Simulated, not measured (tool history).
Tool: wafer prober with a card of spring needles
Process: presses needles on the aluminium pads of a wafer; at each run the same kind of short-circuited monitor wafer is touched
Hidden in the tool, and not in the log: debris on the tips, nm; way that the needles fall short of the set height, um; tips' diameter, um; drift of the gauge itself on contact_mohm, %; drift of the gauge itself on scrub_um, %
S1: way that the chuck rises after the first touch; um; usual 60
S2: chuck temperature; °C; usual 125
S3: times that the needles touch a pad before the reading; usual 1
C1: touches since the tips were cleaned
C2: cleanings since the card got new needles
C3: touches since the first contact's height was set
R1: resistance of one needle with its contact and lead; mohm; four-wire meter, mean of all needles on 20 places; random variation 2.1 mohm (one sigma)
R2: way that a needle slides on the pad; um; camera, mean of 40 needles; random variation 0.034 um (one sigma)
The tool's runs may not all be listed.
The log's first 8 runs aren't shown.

-- hour=102.4 height of the first contact set anew
-- hour=104.9 tips cleaned on abrasive film
run 9 hour=113.7 | S1=60 S2=125 S3=1 | C1=3108 C2=23 C3=3942 | R1=226 R2=11.24
-- hour=118.7 tips cleaned on abrasive film
run 10 hour=126.4 | S1=60 S2=125 S3=2 | C1=2718 C2=24 C3=8399 | R1=228 R2=11.23
-- hour=131.2 tips cleaned on abrasive film
run 11 hour=142.9 | S1=60 S2=73 S3=1 | C1=4135 C2=25 C3=14197 | R1=217 R2=11.23
-- hour=144.4 tips cleaned on abrasive film
run 12 hour=153.6 | S1=60 S2=73 S3=1 | C1=3256 C2=26 C3=17948 | R1=216 R2=11.2
-- hour=157.8 tips cleaned on abrasive film
run 13 hour=167.7 | S1=60 S2=125 S3=1 | C1=3502 C2=27 C3=22887 | R1=229 R2=11.3
-- hour=171.2 tips cleaned on abrasive film
run 14 hour=176.1 | S1=60 S2=125 S3=1 | C1=1741 C2=28 C3=25829 | R1=227 R2=11.24
-- hour=184.6 tips cleaned on abrasive film
run 15 hour=193.2 | S1=60 S2=125 S3=1 | C1=3039 C2=29 C3=31822 | R1=225 R2=11.22
-- hour=197.1 tips cleaned on abrasive film
run 16 hour=202.2 | S1=60 S2=125 S3=1 | C1=1803 C2=30 C3=34945 | R1=225 R2=11.25
-- hour=210 tips cleaned on abrasive film
run 17 hour=211.7 | S1=60 S2=125 S3=1 | C1=599 C2=31 C3=38289 | R1=231 R2=11.25
-- hour=222.5 tips cleaned on abrasive film
run 18 hour=222.5 | S1=71 S2=27 S3=1 | C1=0 C2=32 C3=42053 | R1=206 R2=13.35
-- hour=236 tips cleaned on abrasive film
run 19 hour=239.6 | S1=71 S2=27 S3=1 | C1=1292 C2=33 C3=48077 | R1=204 R2=13.31
run 20 hour=247.5 | S1=63 S2=27 S3=2 | C1=4066 C2=33 C3=50851 | R1=204 R2=11.86
-- hour=248.5 tips cleaned on abrasive film
run 21 hour=258.2 | S1=63 S2=27 S3=2 | C1=3432 C2=34 C3=54608 | R1=203 R2=11.76
-- hour=261.2 tips cleaned on abrasive film
run 22 hour=266.7 | S1=50 S2=125 S3=1 | C1=1946 C2=35 C3=57551 | R1=229 R2=9.36
-- hour=273.8 tips cleaned on abrasive film
run 23 hour=280.1 | S1=48 S2=125 S3=2 | C1=2210 C2=36 C3=62246 | R1=231 R2=8.97
-- hour=286.7 tips cleaned on abrasive film
run 24 hour=289.4 | S1=48 S2=125 S3=2 | C1=967 C2=37 C3=65508 | R1=231 R2=9.04
-- hour=299.4 tips cleaned on abrasive film
run 25 hour=304 | S1=60 S2=47 S3=2 | C1=1622 C2=38 C3=70623 | R1=210 R2=11.27
-- hour=312 tips cleaned on abrasive film
run 26 hour=313.2 | S1=60 S2=58 S3=1 | C1=433 C2=39 C3=73839 | R1=213 R2=11.3
run 27 hour=321.6 | S1=60 S2=74 S3=2 | C1=3407 C2=39 C3=76813 | R1=218 R2=11.27

Run 28 comes next. What will it give?
-- hour=324.8 tips cleaned on abrasive film
run 28 hour=336.6 | S1=42 S2=125 S3=2 | C1=4165 C2=40 C3=82058 | R1=? R2=?

Run 28 gave R1 234 mohm, R2 7.89 um.
Without the tool's hidden state the same run would have given R1 233 mohm, R2 7.89 um.
